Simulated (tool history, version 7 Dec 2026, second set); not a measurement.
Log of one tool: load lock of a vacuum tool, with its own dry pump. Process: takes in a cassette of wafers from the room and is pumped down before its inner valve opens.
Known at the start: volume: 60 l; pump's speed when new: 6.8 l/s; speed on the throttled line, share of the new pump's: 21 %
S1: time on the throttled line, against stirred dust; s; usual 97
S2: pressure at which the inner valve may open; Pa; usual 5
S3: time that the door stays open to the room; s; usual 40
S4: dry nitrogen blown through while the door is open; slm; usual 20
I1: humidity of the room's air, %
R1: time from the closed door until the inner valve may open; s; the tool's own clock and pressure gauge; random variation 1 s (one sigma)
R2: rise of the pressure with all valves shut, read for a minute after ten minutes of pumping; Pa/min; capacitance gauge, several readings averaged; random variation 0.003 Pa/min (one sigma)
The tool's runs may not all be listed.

run	hour	S1	S2	S3	S4	I1	R1	R2
1	0.0	97	5	40	20	43.2	165.8	0.012
2	149.2	97	5	40	20	43.4	166.6	0.012
3	277.5	97	5	40	20	44.0	164.4	0.010
4	424.6	97	5	40	20	49.9	164.4	0.022
5	593.4	97	6	40	20	46.8	165.0	0.017
6	738.1	97	6	40	20	44.4	163.6	0.018
7	807.8	97	6	40	20	44.1	164.0	0.019
8	904.1	97	6	40	29	47.1	162.0	0.017
9	995.1	97	5	40	6	45.7	165.8	0.030
10	1116.0	97	5	40	6	42.9	165.4	0.023
11	1193.8	97	5	40	6	46.3	167.8	0.028
12	1360.5	97	5	40	6	48.1	166.1	0.024
13	1522.3	97	5	40	6	49.7	165.2	0.027
14	1601.6	97	5	40	6	45.2	166.2	0.023
15	1741.5	97	5	40	6	44.7	165.1	0.025
16	1844.9	97	5	40	20	46.4	164.7	0.014
17	2010.0	97	5	40	13	44.8	167.8	0.014
18	2171.6	97	5	40	20	48.6	165.5	0.012
19	2337.7	97	5	40	20	41.8	164.3	0.015
20	2417.9	97	5	40	20	41.1	167.6	0.017
21	2518.9	97	5	40	7	45.6	166.3	0.026
22	2603.3	93	6	31	4	43.9	161.9	0.024
23	2678.8	64	6	87	29	48.7	137.5	0.014
24	2796.6	178	4	218	7	47.1	230.9	0.058
25	2966.1	148	5	225	20	41.3	206.1	0.027
26	3048.7	143	5	225	20	48.3	200.5	0.036
27	3215.9	143	4	225	20	44.8	205.4	0.031
28	3297.5	143	4	225	20	45.8	202.6	0.033
29	3418.7	147	6	33	9	48.0	203.9	0.018
30	3498.0	51	5	136	10	44.4	129.1	0.041
31	3587.5	58	6	45	44	45.2	132.5	0.014
32	3725.6	58	6	45	44	47.7	132.7	0.008
33	3847.6	58	9	45	44	43.1	129.0	0.010
34	4017.9	97	5	115	10	44.8	167.5	0.031
35	4120.1	97	5	115	10	46.1	165.8	0.037
36	4286.9	52	5	115	10	43.6	130.2	0.037
37	4435.3	80	6	40	20	43.5	149.3	0.009

Taken out of this log: 1 entry between the listed runs. Where each belongs, and how the hidden state differs across it:
Between runs 19 and 20: door's seal changed, seat wiped (hour 2412.5)
  leak at the door's seal, Pa l/s: 0.0032 -> 0.002
